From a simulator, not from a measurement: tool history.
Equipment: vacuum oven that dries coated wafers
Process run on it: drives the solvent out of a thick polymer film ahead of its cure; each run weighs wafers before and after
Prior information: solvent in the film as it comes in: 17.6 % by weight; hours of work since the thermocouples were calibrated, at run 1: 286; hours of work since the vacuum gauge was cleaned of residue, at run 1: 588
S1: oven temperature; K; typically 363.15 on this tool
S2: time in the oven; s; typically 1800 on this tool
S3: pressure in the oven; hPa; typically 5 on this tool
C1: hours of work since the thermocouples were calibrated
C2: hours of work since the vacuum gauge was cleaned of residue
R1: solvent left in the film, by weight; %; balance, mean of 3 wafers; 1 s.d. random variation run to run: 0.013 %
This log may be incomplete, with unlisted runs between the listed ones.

run,hour,S1,S2,S3,C1,C2,R1
1,0,363.15,1800,5,286,588,1.72
2,23.5,363.15,1800,5,302,605,1.75
3,46,363.15,1800,3.4,318,620,1.7
4,63.8,363.15,1800,3.4,330,633,1.71
5,83.8,363.15,1800,3.4,344,647,1.69
6,106,359.15,1800,3.4,360,662,2.67
7,117.9,359.15,1800,3.4,368,671,2.69
8,131.3,359.15,1800,3.4,377,680,2.67
9,158.1,359.15,1800,3.4,396,699,2.7
10,177.8,359.15,1800,3.4,410,712,2.69
11,192,359.15,1800,3.4,420,722,2.69
12,213.5,359.15,1800,3.4,435,737,2.68
13,242.2,359.15,2880,3.4,455,757,1.05
14,258.9,359.15,2880,3.4,466,769,1.05
15,280.4,363.15,3240,5,481,784,0.41
16,302.4,352.15,1440,5,497,799,6.1
17,326.8,352.15,1440,5,514,817,6.12
18,351.1,352.15,1440,5,531,833,6.14
19,372.9,374.15,1440,7.29,546,849,0.61

Run 20, settings as shown, results not yet in. Your forecast:
20,401.5,363.15,2640,5.7,566,869,?

Run 20 produced R1 0.74 %.
On a tool with no hidden condition, and with the same random variation, this run would have come out at R1 0.74 %.

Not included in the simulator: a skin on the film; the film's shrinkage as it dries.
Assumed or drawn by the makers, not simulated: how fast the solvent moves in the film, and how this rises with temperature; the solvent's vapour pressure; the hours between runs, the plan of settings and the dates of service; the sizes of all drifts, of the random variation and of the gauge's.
